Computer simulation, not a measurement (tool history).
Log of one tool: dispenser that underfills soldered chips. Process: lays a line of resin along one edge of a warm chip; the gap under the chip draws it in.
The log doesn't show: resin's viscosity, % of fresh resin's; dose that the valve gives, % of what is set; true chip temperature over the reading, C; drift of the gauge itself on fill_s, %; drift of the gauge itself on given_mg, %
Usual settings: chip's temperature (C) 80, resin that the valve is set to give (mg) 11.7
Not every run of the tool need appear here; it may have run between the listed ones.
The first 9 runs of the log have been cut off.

| run | hour | chip's temperature (C) | resin that the valve is set to give (mg) | hours of work since the syringe was changed | hours of work since the valve was cleaned | hours of work since the stage was calibrated | time until the resin shows at the far edge (s) | resin that the valve gave (mg) |
|---|---|---|---|---|---|---|---|---|
|  | 62.6 | new syringe of resin |
| 10 | 71.3 | 80 | 11.7 | 6 | 54 | 343 | 156.2 | 11.15 |
|  | 73.6 | dispensing valve cleaned and set on the balance |
| 11 | 79.6 | 95 | 11.7 | 11 | 4 | 349 | 112.8 | 11.66 |
|  | 80.7 | new syringe of resin |
| 12 | 86.3 | 95 | 11.7 | 4 | 9 | 353 | 87.9 | 11.59 |
| 13 | 92.0 | 80 | 11.7 | 8 | 13 | 357 | 170.1 | 11.55 |
|  | 97.8 | new syringe of resin |
| 14 | 102.3 | 81 | 11.7 | 3 | 20 | 364 | 136.9 | 11.42 |
| 15 | 112.4 | 80 | 11.7 | 10 | 27 | 371 | 184.4 | 11.37 |
|  | 114.9 | new syringe of resin |
| 16 | 117.8 | 80 | 11.7 | 2 | 30 | 375 | 137.2 | 11.47 |
| 17 | 126.7 | 80 | 11.7 | 8 | 37 | 381 | 174.9 | 11.19 |
|  | 132.1 | new syringe of resin |
| 18 | 132.4 | 80 | 10.0 | 0 | 40 | 385 | 140.8 | 9.64 |
| 19 | 142.8 | 88 | 10.9 | 7 | 48 | 392 | 131.8 | 10.36 |
|  | 149.5 | new syringe of resin |
| 20 | 149.8 | 80 | 13.0 | 0 | 52 | 397 | 129.0 | 12.27 |
|  | 154.0 | dispensing valve cleaned and set on the balance |
| 21 | 155.4 | 80 | 13.0 | 3 | 1 | 400 | 143.7 | 13.02 |
| 22 | 163.1 | 80 | 13.0 | 9 | 6 | 405 | 170.9 | 12.97 |
|  | 167.8 | new syringe of resin |
| 23 | 173.1 | 92 | 10.3 | 4 | 13 | 412 | 103.6 | 10.21 |
| 24 | 180.6 | 66 | 14.0 | 9 | 18 | 417 | 298.7 | 13.76 |
|  | 184.9 | new syringe of resin |
| 25 | 188.2 | 93 | 11.7 | 2 | 24 | 423 | 90.8 | 11.40 |
| 26 | 194.3 | 80 | 15.2 | 7 | 28 | 427 | 161.8 | 14.84 |
| 27 | 201.1 | 93 | 13.2 | 11 | 33 | 432 | 120.1 | 12.84 |
|  | 201.9 | new syringe of resin |
| 28 | 207.7 | 78 | 14.9 | 4 | 37 | 436 | 158.1 | 14.31 |
| 29 | 215.5 | 80 | 10.4 | 10 | 43 | 442 | 192.8 | 9.93 |
|  | 219.0 | new syringe of resin |
| 30 | 223.8 | 75 | 10.4 | 3 | 48 | 447 | 187.1 | 9.92 |

Run 31, settings as shown, results not yet in. Your forecast:
|  | 234.1 | dispensing valve cleaned and set on the balance |
| 31 | 234.9 | 77 | 12.3 | 10 | 1 | 454 | ? | ? |

{"run 31": {"time until the resin shows at the far edge (s)": 207.8, "resin that the valve gave (mg)": 12.35}}
Minus the tool's unlogged condition, the same run would have read time until the resin shows at the far edge (s) 130.6, resin that the valve gave (mg) 12.34.
